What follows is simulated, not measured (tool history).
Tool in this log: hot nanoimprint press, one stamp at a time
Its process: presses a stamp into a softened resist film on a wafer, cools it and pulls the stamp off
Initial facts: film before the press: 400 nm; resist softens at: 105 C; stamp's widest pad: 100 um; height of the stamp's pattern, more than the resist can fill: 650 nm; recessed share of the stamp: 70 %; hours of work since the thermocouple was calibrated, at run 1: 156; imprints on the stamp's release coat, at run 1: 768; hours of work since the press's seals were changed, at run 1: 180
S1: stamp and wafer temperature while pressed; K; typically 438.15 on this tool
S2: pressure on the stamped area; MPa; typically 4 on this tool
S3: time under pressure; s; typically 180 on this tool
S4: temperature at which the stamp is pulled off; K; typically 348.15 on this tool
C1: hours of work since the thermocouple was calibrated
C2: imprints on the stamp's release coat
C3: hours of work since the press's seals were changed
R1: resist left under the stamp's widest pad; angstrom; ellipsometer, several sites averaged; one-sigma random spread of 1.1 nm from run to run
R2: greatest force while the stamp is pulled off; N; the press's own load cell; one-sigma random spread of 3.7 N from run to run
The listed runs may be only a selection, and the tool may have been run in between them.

{"run": 1, "hour": 0.0, "S1": 438.15, "S2": 4, "S3": 180, "S4": 348.15, "C1": 156, "C2": 768, "C3": 180, "R1": 1724, "R2": 214}
{"run": 2, "hour": 16.7, "S1": 438.15, "S2": 4, "S3": 180, "S4": 348.15, "C1": 165, "C2": 808, "C3": 188, "R1": 1746, "R2": 219}
{"run": 3, "hour": 33.1, "S1": 438.15, "S2": 4, "S3": 180, "S4": 348.15, "C1": 172, "C2": 847, "C3": 196, "R1": 1756, "R2": 217}
{"run": 4, "hour": 51.0, "S1": 438.15, "S2": 4, "S3": 180, "S4": 348.15, "C1": 181, "C2": 889, "C3": 205, "R1": 1742, "R2": 219}
{"run": 5, "hour": 63.0, "S1": 438.15, "S2": 4, "S3": 180, "S4": 348.15, "C1": 187, "C2": 918, "C3": 211, "R1": 1747, "R2": 220}
{"hour": 78.9, "done": "stamp cleaned and given a new release coat"}
{"run": 6, "hour": 81.2, "S1": 438.15, "S2": 4, "S3": 180, "S4": 336.15, "C1": 193, "C2": 6, "C3": 217, "R1": 1732, "R2": 222}
{"run": 7, "hour": 102.0, "S1": 438.15, "S2": 4, "S3": 180, "S4": 333.15, "C1": 203, "C2": 56, "C3": 227, "R1": 1769, "R2": 223}
{"run": 8, "hour": 112.7, "S1": 433.15, "S2": 4, "S3": 180, "S4": 333.15, "C1": 208, "C2": 81, "C3": 232, "R1": 2286, "R2": 224}
{"run": 9, "hour": 136.4, "S1": 433.15, "S2": 2.49, "S3": 180, "S4": 333.15, "C1": 220, "C2": 138, "C3": 243, "R1": 2711, "R2": 225}
{"run": 10, "hour": 153.6, "S1": 433.15, "S2": 2.49, "S3": 180, "S4": 333.15, "C1": 228, "C2": 178, "C3": 252, "R1": 2687, "R2": 235}
{"run": 11, "hour": 177.5, "S1": 433.15, "S2": 2.49, "S3": 180, "S4": 333.15, "C1": 240, "C2": 235, "C3": 263, "R1": 2711, "R2": 233}
{"run": 12, "hour": 188.9, "S1": 433.15, "S2": 2.49, "S3": 180, "S4": 333.15, "C1": 245, "C2": 262, "C3": 269, "R1": 2718, "R2": 236}
{"run": 13, "hour": 210.3, "S1": 433.15, "S2": 2.49, "S3": 180, "S4": 333.15, "C1": 255, "C2": 313, "C3": 279, "R1": 2744, "R2": 234}
{"hour": 216.2, "done": "plate thermocouple calibrated"}
{"run": 14, "hour": 236.8, "S1": 433.15, "S2": 2.49, "S3": 180, "S4": 333.15, "C1": 10, "C2": 369, "C3": 291, "R1": 2729, "R2": 237}
{"run": 15, "hour": 256.2, "S1": 433.15, "S2": 2.49, "S3": 180, "S4": 333.15, "C1": 19, "C2": 415, "C3": 300, "R1": 2753, "R2": 249}
{"run": 16, "hour": 277.3, "S1": 433.15, "S2": 2.49, "S3": 180, "S4": 333.15, "C1": 30, "C2": 466, "C3": 310, "R1": 2745, "R2": 255}
{"run": 17, "hour": 294.8, "S1": 433.15, "S2": 2.49, "S3": 180, "S4": 333.15, "C1": 38, "C2": 507, "C3": 319, "R1": 2729, "R2": 251}
{"run": 18, "hour": 316.7, "S1": 433.15, "S2": 2.49, "S3": 92, "S4": 333.15, "C1": 49, "C2": 559, "C3": 329, "R1": 3165, "R2": 251}
{"run": 19, "hour": 329.4, "S1": 427.15, "S2": 2.96, "S3": 353, "S4": 352.15, "C1": 55, "C2": 590, "C3": 335, "R1": 2903, "R2": 199}
{"run": 20, "hour": 339.9, "S1": 427.15, "S2": 3.6, "S3": 353, "S4": 352.15, "C1": 60, "C2": 614, "C3": 341, "R1": 2654, "R2": 194}
{"hour": 347.2, "done": "plate thermocouple calibrated, once more"}
{"run": 21, "hour": 355.3, "S1": 429.15, "S2": 4.81, "S3": 197, "S4": 339.15, "C1": 4, "C2": 644, "C3": 347, "R1": 2510, "R2": 238}
{"run": 22, "hour": 366.1, "S1": 438.15, "S2": 4, "S3": 180, "S4": 352.15, "C1": 9, "C2": 670, "C3": 352, "R1": 1747, "R2": 201}
{"run": 23, "hour": 376.4, "S1": 434.15, "S2": 3.1, "S3": 358, "S4": 336.15, "C1": 14, "C2": 694, "C3": 357, "R1": 1876, "R2": 250}
{"run": 24, "hour": 390.4, "S1": 434.15, "S2": 3.17, "S3": 93, "S4": 336.15, "C1": 21, "C2": 728, "C3": 364, "R1": 2821, "R2": 255}
{"run": 25, "hour": 409.8, "S1": 434.15, "S2": 3.17, "S3": 93, "S4": 336.15, "C1": 30, "C2": 774, "C3": 373, "R1": 2851, "R2": 249}
{"run": 26, "hour": 431.0, "S1": 448.15, "S2": 5.08, "S3": 319, "S4": 348.15, "C1": 41, "C2": 824, "C3": 383, "R1": 713, "R2": 213}
{"run": 27, "hour": 446.7, "S1": 448.15, "S2": 5.08, "S3": 319, "S4": 348.15, "C1": 48, "C2": 861, "C3": 391, "R1": 702, "R2": 209}
{"run": 28, "hour": 468.2, "S1": 438.15, "S2": 6.12, "S3": 101, "S4": 348.15, "C1": 59, "C2": 913, "C3": 401, "R1": 1785, "R2": 221}
{"hour": 486.7, "done": "stamp cleaned and given a new release coat"}
{"run": 29, "hour": 489.7, "S1": 438.15, "S2": 6.12, "S3": 101, "S4": 348.15, "C1": 66, "C2": 7, "C3": 409, "R1": 1789, "R2": 183}

Entry by entry between the runs, the difference in hidden state between the last listed run before and the first listed run after:
Run 5 -> run 6: stamp cleaned and given a new release coat (hour 78.9)
  true temperature over the reading, C: -0.41 -> -0.43; pressure that arrives at the usual setting, %: 98.76 -> 98.73; grip of the stamp's worn release coat, % over a new coat's: 19.4 -> 0.1
  what was measured, less what the result would be without the hidden state, R1: +49 -> +50 angstrom; R2: +37 -> +2 N
Run 13 -> run 14: plate thermocouple calibrated (hour 216.2)
  true temperature over the reading, C: -0.65 -> -0.82; pressure that arrives at the usual setting, %: 98.39 -> 98.32; grip of the stamp's worn release coat, % over a new coat's: 6.5 -> 7.6
  what was measured, less what the result would be without the hidden state, R1: +81 -> +99 angstrom; R2: +16 -> +19 N
Run 20 -> run 21: plate thermocouple calibrated, once more (hour 347.2)
  true temperature over the reading, C: -1 -> -0.2; pressure that arrives at the usual setting, %: 98.03 -> 98; grip of the stamp's worn release coat, % over a new coat's: 12.8 -> 13.5
  what was measured, less what the result would be without the hidden state, R1: +138 -> +46 angstrom; R2: +25 -> +28 N
Run 28 -> run 29: stamp cleaned and given a new release coat (hour 486.7)
  true temperature over the reading, C: -0.39 -> -0.41; pressure that arrives at the usual setting, %: 97.7 -> 97.66; grip of the stamp's worn release coat, % over a new coat's: 19.3 -> 0.1
  what was measured, less what the result would be without the hidden state, R1: +66 -> +69 angstrom; R2: +37 -> +1 N
